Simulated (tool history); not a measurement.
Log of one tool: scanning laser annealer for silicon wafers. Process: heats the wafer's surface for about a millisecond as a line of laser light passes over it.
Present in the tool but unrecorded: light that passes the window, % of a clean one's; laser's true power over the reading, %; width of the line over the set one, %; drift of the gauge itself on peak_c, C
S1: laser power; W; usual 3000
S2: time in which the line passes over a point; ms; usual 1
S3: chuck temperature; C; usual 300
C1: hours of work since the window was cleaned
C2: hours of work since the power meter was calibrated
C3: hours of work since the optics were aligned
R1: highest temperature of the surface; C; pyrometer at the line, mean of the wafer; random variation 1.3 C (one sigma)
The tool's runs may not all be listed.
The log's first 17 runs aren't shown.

run	hour	S1	S2	S3	C1	C2	C3	R1
18	400.6	3000	0.85	300	248	487	895	957
19	426	3000	0.85	300	264	503	910	955
20	454.7	3000	0.85	300	282	521	928	956
21	476.1	3000	0.85	300	295	534	941	955
22	495.1	2836	1.12	300	307	546	953	1009
23	519.8	3167	0.83	309	322	561	968	989
24	536.1	2588	1.17	334	332	571	978	998
25	562.1	2588	0.96	334	348	587	994	937
26	577	3294	1	335	357	596	1003	1103

What does the tool deliver on the next run?
27	593.7	2663	0.85	309	367	606	1014	?

{"run 27": {"R1": 893}}
If the tool had no hidden condition, the same run with the same run-to-run variation would have returned R1 903 C.
